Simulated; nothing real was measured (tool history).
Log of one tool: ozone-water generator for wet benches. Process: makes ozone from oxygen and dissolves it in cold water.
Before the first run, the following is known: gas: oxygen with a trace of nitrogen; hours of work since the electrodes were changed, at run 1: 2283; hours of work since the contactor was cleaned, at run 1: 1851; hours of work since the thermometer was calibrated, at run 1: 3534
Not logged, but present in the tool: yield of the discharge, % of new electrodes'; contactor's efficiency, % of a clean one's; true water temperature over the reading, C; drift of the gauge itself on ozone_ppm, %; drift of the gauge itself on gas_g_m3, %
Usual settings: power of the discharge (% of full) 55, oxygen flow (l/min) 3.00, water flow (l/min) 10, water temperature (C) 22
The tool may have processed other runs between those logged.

| run | day | power of the discharge (% of full) | oxygen flow (l/min) | water flow (l/min) | water temperature (C) | hours of work since the electrodes were changed | hours of work since the contactor was cleaned | hours of work since the thermometer was calibrated | dissolved ozone (ppm) | ozone in the gas ahead of the water (g/m3) |
|---|---|---|---|---|---|---|---|---|---|---|
| 1 | 0.000 | 55 | 3.00 | 10 | 22 | 2283 | 1851 | 3534 | 17.9 | 198.7 |
| 2 | 2.608 | 55 | 3.00 | 10 | 22 | 2342 | 1909 | 3592 | 18.0 | 197.0 |
| 3 | 5.125 | 55 | 3.00 | 10 | 22 | 2398 | 1966 | 3649 | 17.9 | 195.0 |
| 4 | 7.888 | 55 | 3.00 | 10 | 22 | 2460 | 2028 | 3711 | 17.6 | 196.7 |
| 5 | 10.104 | 55 | 3.00 | 10 | 22 | 2509 | 2077 | 3760 | 17.7 | 196.3 |
| 6 | 13.088 | 55 | 3.00 | 10 | 22 | 2576 | 2144 | 3827 | 17.8 | 193.2 |
| 7 | 14.983 | 55 | 3.00 | 10 | 22 | 2618 | 2186 | 3869 | 17.3 | 194.8 |
| 8 | 17.600 | 55 | 5.11 | 10 | 22 | 2677 | 2245 | 3928 | 17.5 | 153.9 |
| 9 | 19.683 | 55 | 5.23 | 11 | 20 | 2724 | 2291 | 3974 | 16.4 | 153.2 |
| 10 | 22.458 | 59 | 5.23 | 11 | 20 | 2786 | 2354 | 4036 | 17.4 | 161.5 |
| 11 | 25.371 | 70 | 1.99 | 14 | 22 | 2851 | 2419 | 4102 | 13.5 | 269.3 |

Run 12 comes next. What will it give?
| 12 | 26.825 | 70 | 1.99 | 14 | 22 | 2883 | 2451 | 4134 | ? | ? |

Run 12 yielded dissolved ozone (ppm) 13.9, ozone in the gas ahead of the water (g/m3) 269.6.
On a tool with no hidden condition, and with the same random variation, this run would have come out at dissolved ozone (ppm) 17.7, ozone in the gas ahead of the water (g/m3) 320.1.

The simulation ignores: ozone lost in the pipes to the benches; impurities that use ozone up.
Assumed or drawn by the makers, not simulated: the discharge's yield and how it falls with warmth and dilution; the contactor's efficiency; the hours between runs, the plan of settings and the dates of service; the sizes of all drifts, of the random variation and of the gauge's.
